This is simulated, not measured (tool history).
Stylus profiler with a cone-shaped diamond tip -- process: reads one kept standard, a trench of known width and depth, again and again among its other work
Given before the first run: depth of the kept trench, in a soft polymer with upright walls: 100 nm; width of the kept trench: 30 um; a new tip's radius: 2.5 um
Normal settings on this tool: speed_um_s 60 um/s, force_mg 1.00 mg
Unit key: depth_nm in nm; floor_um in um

run     day  speed_um_s  force_mg  depth_nm  floor_um
  1   0.000          60      1.00    100.83     28.27
  2   2.812          89      1.00    100.86     28.13
  3   4.896          89      1.00    100.76     28.10
  4   7.425          89      1.00    100.79     28.09
  5   9.396          60      0.58    100.66     28.22
  6  11.508          60      0.58    100.67     28.18
  7  14.342          60      0.58    100.67     28.20
  8  18.858          60      0.58    100.70     28.17
  9  22.958          60      0.58    100.64     28.13
 10  26.579          60      0.63    100.67     28.13
 11  28.667          60      0.63    100.70     28.14
 12  31.271          60      0.63    100.76     28.20
 13  35.971          60      1.79    101.21     28.28
 14  39.996          60      1.79    101.25     28.30
 15  42.833          85      1.00    100.98     28.08
 16  45.462          21      1.00    100.97     28.34
 17  48.596          21      1.00    101.03     28.34
 18  53.096          94      0.52    100.80     27.89
 19  57.742         149      2.73    101.58     28.09
 20  60.404         149      2.73    101.60     28.09
 21  63.817          62      0.53    100.81     28.10
 22  66.650          31      1.44    101.22     28.34
 23  69.704          31      1.44    101.24     28.33
 24  71.683          19      0.88    100.62     28.29
 25  75.179          99      0.34    100.36     27.73
 26  79.088          99      0.34    100.39     27.76
 27  82.096         146      0.34    100.36     27.43
 28  85.288          61      2.70    101.24     28.25
 29  87.800          16      0.71    100.60     28.31
 30  90.142          16      0.66    100.55     28.32
 31  92.621          16      0.66    100.56     28.33

Withheld: 1 entry from between the runs. Position of each, and hidden state at the listed run before versus the listed run after:
Between runs 23 and 24: height scale calibrated on a step standard (day 71.683)
  radius of the tip, um: 3.16 -> 3.17; height scale over the true one, %: 0.462 -> 0.052
  difference, measured minus the result without the unlogged condition, depth_nm: +0.47 -> +0.05 nm; floor_um: -0.18 -> -0.18 um
